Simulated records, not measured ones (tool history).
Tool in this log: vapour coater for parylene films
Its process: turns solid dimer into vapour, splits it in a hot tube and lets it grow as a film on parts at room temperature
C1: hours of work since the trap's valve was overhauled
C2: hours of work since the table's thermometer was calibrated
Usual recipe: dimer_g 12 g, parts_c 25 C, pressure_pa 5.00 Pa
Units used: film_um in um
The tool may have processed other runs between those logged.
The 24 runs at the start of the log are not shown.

At hour 462.7: table's thermometer calibrated.
Run 25, hour 473.0: usual settings but dimer_g 9 g, parts_c 24 C, pressure_pa 2.76 Pa; C1 66; C2 6. Result: film_um 9.10 um.
Run 26, hour 491.5: usual settings; C1 77; C2 17. Result: film_um 11.01 um.
Run 27, hour 504.9: usual settings but dimer_g 13 g, parts_c 24 C, pressure_pa 2.61 Pa; C1 85; C2 25. Result: film_um 13.15 um.
At hour 521.3: table's thermometer calibrated, once more.
Run 28, hour 528.8: usual settings but dimer_g 18 g, parts_c 21 C, pressure_pa 2.61 Pa; C1 98; C2 4. Result: film_um 19.51 um.
Run 29, hour 557.1: usual settings but dimer_g 6 g, parts_c 30 C, pressure_pa 6.61 Pa; C1 115; C2 21. Result: film_um 3.98 um.
Run 30, hour 583.0: usual settings but pressure_pa 6.50 Pa; C1 130; C2 36. Result: film_um 10.12 um.
Run 31, hour 599.6: usual settings but parts_c 20 C, pressure_pa 3.60 Pa; C1 139; C2 46. Result: film_um 12.88 um.
Run 32, hour 618.5: usual settings but dimer_g 9 g, parts_c 20 C, pressure_pa 2.74 Pa; C1 151; C2 57. Result: film_um 9.61 um.
Run 33, hour 644.3: usual settings but pressure_pa 5.29 Pa; C1 166; C2 72. Result: film_um 10.20 um.
Run 34, hour 658.9: usual settings but pressure_pa 5.29 Pa; C1 174; C2 80. Result: film_um 10.19 um.
Run 35, hour 687.3: usual settings but pressure_pa 9.04 Pa; C1 191; C2 97. Result: film_um 9.67 um.
Run 36, hour 703.8: usual settings but pressure_pa 9.04 Pa; C1 200; C2 106. Result: film_um 9.65 um.
Run 37, hour 723.6: usual settings but pressure_pa 9.04 Pa; C1 212; C2 118. Result: film_um 9.60 um.
Run 38, hour 749.8: usual settings but dimer_g 6 g, parts_c 28 C, pressure_pa 3.06 Pa; C1 227; C2 133. Result: film_um 4.58 um.
Run 39, hour 777.1: usual settings but dimer_g 6 g, parts_c 28 C, pressure_pa 3.06 Pa; C1 243; C2 149. Result: film_um 4.58 um.
Run 40, hour 788.7: usual settings but parts_c 31 C, pressure_pa 7.86 Pa; C1 250; C2 156. Result: film_um 7.33 um.
Run 41, hour 805.3: usual settings but dimer_g 7 g; C1 259; C2 166. Result: film_um 5.88 um.
Run 42, hour 819.0: usual settings but dimer_g 13 g, parts_c 19 C, pressure_pa 3.68 Pa; C1 267; C2 174. Result: film_um 13.47 um.
Run 43, hour 843.3: usual settings but parts_c 19 C; C1 282; C2 188. Result: film_um 12.33 um.
Run 44, hour 857.6: usual settings but parts_c 27 C, pressure_pa 10.00 Pa; C1 290; C2 196. Result: film_um 8.62 um.
Run 45, hour 872.7: usual settings but parts_c 27 C, pressure_pa 10.00 Pa; C1 299; C2 205. Result: film_um 8.53 um.
At hour 879.9: trap's valve overhauled.
Run 46, hour 894.5: usual settings but parts_c 27 C, pressure_pa 10.00 Pa; C1 9; C2 215. Result: film_um 9.24 um.

Branching from run 46: 5 alternative next runs. What would each branch give?
Run A, hour 907.8: usual settings but dimer_g 5 g, parts_c 17 C, pressure_pa 5.16 Pa; C1 16; C2 223. Result: film_um ?.
Run B, hour 907.8: usual settings but dimer_g 7 g, parts_c 20 C, pressure_pa 10.00 Pa; C1 16; C2 223. Result: film_um ?.
Run C, hour 907.8: usual settings but dimer_g 8 g, pressure_pa 2.65 Pa; C1 16; C2 223. Result: film_um ?.
Run D, hour 907.8: usual settings but dimer_g 7 g, parts_c 19 C, pressure_pa 4.25 Pa; C1 16; C2 223. Result: film_um ?.
Run E, hour 907.8: usual settings but dimer_g 5 g, parts_c 27 C, pressure_pa 9.12 Pa; C1 16; C2 223. Result: film_um ?.

run  film_um
  A     5.54
  B     7.47
  C     7.61
  D     7.80
  E     3.84
Take away the tool's hidden state, keep each run's random variation, and the runs would have read:
run  film_um
  A     5.57
  B     7.40
  C     7.54
  D     7.84
  E     3.80

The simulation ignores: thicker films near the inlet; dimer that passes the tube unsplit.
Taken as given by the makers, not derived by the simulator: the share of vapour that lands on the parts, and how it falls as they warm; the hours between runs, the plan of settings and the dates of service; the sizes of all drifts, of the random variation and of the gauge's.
